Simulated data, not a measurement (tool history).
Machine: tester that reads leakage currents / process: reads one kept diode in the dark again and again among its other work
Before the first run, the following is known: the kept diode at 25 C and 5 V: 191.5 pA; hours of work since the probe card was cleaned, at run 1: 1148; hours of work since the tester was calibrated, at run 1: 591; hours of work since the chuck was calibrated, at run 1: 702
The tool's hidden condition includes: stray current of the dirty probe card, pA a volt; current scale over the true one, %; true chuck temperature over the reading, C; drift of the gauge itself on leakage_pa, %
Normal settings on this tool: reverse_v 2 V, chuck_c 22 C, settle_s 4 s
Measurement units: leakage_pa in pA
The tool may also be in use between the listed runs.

run    hour  reverse_v  chuck_c  settle_s  hours of work since the probe card was cleaned  hours of work since the tester was calibrated  hours of work since the chuck was calibrated  leakage_pa
  1       0          2       22         4                                            1148                                            591                                           702      102.08
  2   124.6          2       22         4                                            1221                                            663                                           775      101.86
  3     267          2       22         4                                            1304                                            746                                           858      101.99
  4   392.8          2       22         4                                            1377                                            820                                           931      101.83
  5   514.5          2       22         4                                            1448                                            891                                          1002      102.02
  6   651.2          2       22         4                                            1528                                            970                                          1082      102.02
  7   769.2          2       22         4                                            1597                                           1039                                          1151      102.01
  8   870.9          2       22         4                                            1656                                           1098                                          1210      102.01
  9   987.9          2       22         4                                            1724                                           1167                                          1278      101.57
 10  1054.3          2       22         4                                            1763                                           1205                                          1317       101.9
 11  1191.5          2       22         4                                            1843                                           1285                                          1397      102.05
 12  1293.6          2       22         4                                            1902                                           1345                                          1456      101.67
 13  1415.1          2       22         4                                            1973                                           1416                                          1527      102.24
       1425  -- probe card cleaned and baked
 14  1487.6          2       22         4                                              36                                           1456                                          1568      102.32
 15  1581.4          2       22         4                                              91                                           1511                                          1622      101.91
 16  1721.2      18.13       22         4                                             173                                           1593                                          1704      258.81
 17  1854.6      18.13       22         4                                             250                                           1670                                          1782      258.63
 18    1932      18.13       22         4                                             296                                           1715                                          1827      256.98
 19  2070.7      18.13       22         4                                             377                                           1796                                          1908       257.6
 20    2160      18.13       22         4                                             429                                           1848                                          1960      257.08
 21  2240.2      12.58       58      0.78                                             475                                           1895                                          2007     3172.29
 22  2329.4      12.58       58      0.78                                             527                                           1947                                          2059     3198.73
 23  2471.6      12.58       58      0.78                                             610                                           2030                                          2142     3175.56
     2518.8  -- chuck's temperature calibrated
 24  2561.6      12.58       58      0.78                                             662                                           2081                                            25     3177.47
 25  2704.6      12.58       58      0.78                                             745                                           2165                                           108      3175.3
 26  2847.4       1.01       58      0.35                                             828                                           2248                                           192     1099.53
 27  2976.7       1.01       58      0.35                                             904                                           2324                                           267     1105.37
 28  3035.5       3.25       31      0.37                                             938                                           2358                                           301      261.18
 29    3148      15.55       39      0.63                                            1004                                           2423                                           367      925.99
 30  3237.5      15.55       39      0.63                                            1056                                           2476                                           419      923.32
 31  3376.6       1.32       24      1.71                                            1137                                           2557                                           500       101.2
 32  3480.7       4.76       21      0.49                                            1198                                           2617                                           561      137.59
 33  3551.1       2.68       22      1.05                                            1239                                           2658                                           602      116.12
 34  3616.6       2.68       22      1.05                                            1277                                           2697                                           640      116.02
 35  3731.3       1.46       22         4                                            1344                                           2764                                           707       89.76
 36  3871.3       1.46       47      1.63                                            1425                                           2845                                           789      606.27

Expected results for the next run?
 37  3972.9       11.8       31      8.09                                            1485                                           2904                                           848           ?

{"run 37": {"leakage_pa": 445.92}}
With the hidden condition absent and the run-to-run variation left alone, this run would have shown leakage_pa 445.74 pA.

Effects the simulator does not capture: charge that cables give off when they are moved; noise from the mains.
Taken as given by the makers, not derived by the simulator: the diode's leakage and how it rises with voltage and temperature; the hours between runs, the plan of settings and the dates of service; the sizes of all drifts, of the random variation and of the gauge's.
